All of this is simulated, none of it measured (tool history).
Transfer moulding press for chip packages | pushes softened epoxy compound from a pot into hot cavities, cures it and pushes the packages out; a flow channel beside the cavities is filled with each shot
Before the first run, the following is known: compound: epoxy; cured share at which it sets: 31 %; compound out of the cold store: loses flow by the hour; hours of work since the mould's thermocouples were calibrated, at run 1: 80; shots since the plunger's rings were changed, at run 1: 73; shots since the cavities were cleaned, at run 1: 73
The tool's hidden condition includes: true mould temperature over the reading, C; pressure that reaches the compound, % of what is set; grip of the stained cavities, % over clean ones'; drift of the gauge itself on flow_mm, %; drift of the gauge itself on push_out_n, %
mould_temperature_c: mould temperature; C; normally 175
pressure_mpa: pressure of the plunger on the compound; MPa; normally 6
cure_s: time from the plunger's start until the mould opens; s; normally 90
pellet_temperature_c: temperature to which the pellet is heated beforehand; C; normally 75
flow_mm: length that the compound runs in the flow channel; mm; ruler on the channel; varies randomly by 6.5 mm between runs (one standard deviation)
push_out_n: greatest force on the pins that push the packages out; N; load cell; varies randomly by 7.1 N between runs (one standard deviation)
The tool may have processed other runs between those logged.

run     day  mould_temperature_c  pressure_mpa  cure_s  pellet_temperature_c  hours of work since the mould's thermocouples were calibrated  shots since the plunger's rings were changed  shots since the cavities were cleaned  incoming compound's hours out of the cold store  flow_mm  push_out_n
  1       0                  175             6      90                    75                                                             80                                            73                                     73                                             18.7      824         290
  2   1.292                  175             6      90                    72                                                             94                                           345                                    345                                             28.5      783         270
  3     2.5                  175             6      90                    72                                                            107                                           601                                    601                                             21.9      804         284
      3.971  -- cavities cleaned with cleaning compound and waxed
  4   4.162                  175             6      90                    72                                                            124                                           938                                     39                                               40      741         269
  5   5.842                  175             6      90                    72                                                            142                                          1293                                    394                                             47.7      725         278
  6   7.217                  175             6      90                    72                                                            157                                          1584                                    685                                             23.9      788         284
      8.208  -- cavities cleaned with cleaning compound and waxed
  7   8.208                  175             6      90                    72                                                            167                                          1779                                      0                                             32.6      778         270
  8   9.192                  175             6      78                    72                                                            177                                          1987                                    208                                             39.1      745         397
  9  10.067                  175             6      78                    72                                                            186                                          2172                                    393                                             29.9      778         400
 10  10.971                  175             6      78                    75                                                            196                                          2363                                    584                                             47.7      729         362
     12.429  -- cavities cleaned with cleaning compound and waxed
 11  13.092                  175             6      78                    75                                                            218                                          2798                                    140                                             36.9      759         406
 12  15.017                  175          6.11      90                    75                                                            239                                          3204                                    546                                               44      745         268
 13  16.021                  175          6.11      90                    75                                                            249                                          3416                                    758                                             39.8      749         277
       16.7  -- cavities cleaned with cleaning compound and waxed
 14  17.842                  175          6.11      90                    75                                                            268                                          3787                                    241                                             17.9      834         292
 15  19.442                  175          6.11      90                    75                                                            285                                          4125                                    579                                             21.4      812         283
 16  20.421                  175          6.11      90                    75                                                            296                                          4332                                    786                                             36.4      762         266
     20.879  -- cavities cleaned with cleaning compound and waxed
 17  21.338                  175          6.11      90                    75                                                            305                                          4512                                     97                                             38.5      758         269
 18  23.188                  175          6.11      90                    75                                                            325                                          4903                                    488                                             31.8      772         283
 19  24.038                  175          6.11      90                    75                                                            334                                          5082                                    667                                             11.4      850         291
     25.058  -- cavities cleaned with cleaning compound and waxed
     25.692  -- plunger's sealing rings changed
 20  25.692                  175          6.11      90                    75                                                            350                                             0                                    112                                              9.3      862         293
 21  26.725                  175             6      90                    71                                                            361                                           218                                    330                                             28.6      789         274
 22  28.629                  175             6      90                    71                                                            381                                           621                                    733                                             30.1      785         288
     29.412  -- cavities cleaned with cleaning compound and waxed
 23  30.517                  175           5.8      90                    71                                                            401                                          1006                                    233                                             30.4      757         290
 24  32.558                  177             6      90                    75                                                            422                                          1436                                    663                                             10.2      847         263
     33.708  -- cavities cleaned with cleaning compound and waxed
 25  34.467                  174          4.67     118                    69                                                            442                                          1826                                    160                                             44.3      660         186
 26  36.479                  175             6     111                    75                                                            464                                          2251                                    585                                             26.2      787         185
 27  37.392                  175             6     105                    79                                                            473                                          2444                                    778                                               46      732         198

4 ways to go on from here, each from the tool as it stands after run 27. What would each give?
     37.904  -- cavities cleaned with cleaning compound and waxed
  A  38.883                  180          6.11     105                    77                                                            489                                          2746                                    207                                             16.8        ?           ?
     37.904  -- cavities cleaned with cleaning compound and waxed
  B  38.883                  181             6      90                    72                                                            489                                          2746                                    207                                             24.1        ?           ?
     37.904  -- cavities cleaned with cleaning compound and waxed
  C  38.883                  174          6.37      90                    76                                                            489                                          2746                                    207                                             40.6        ?           ?
     37.904  -- cavities cleaned with cleaning compound and waxed
  D  38.883                  174             6     124                    75                                                            489                                          2746                                    207                                             26.7        ?           ?

run  flow_mm  push_out_n
  A      808         180
  B      783         202
  C      765         268
  D      800         179
With no hidden state in the tool, these same runs would have given:
run  flow_mm  push_out_n
  A      808         179
  B      784         201
  C      765         267
  D      801         178
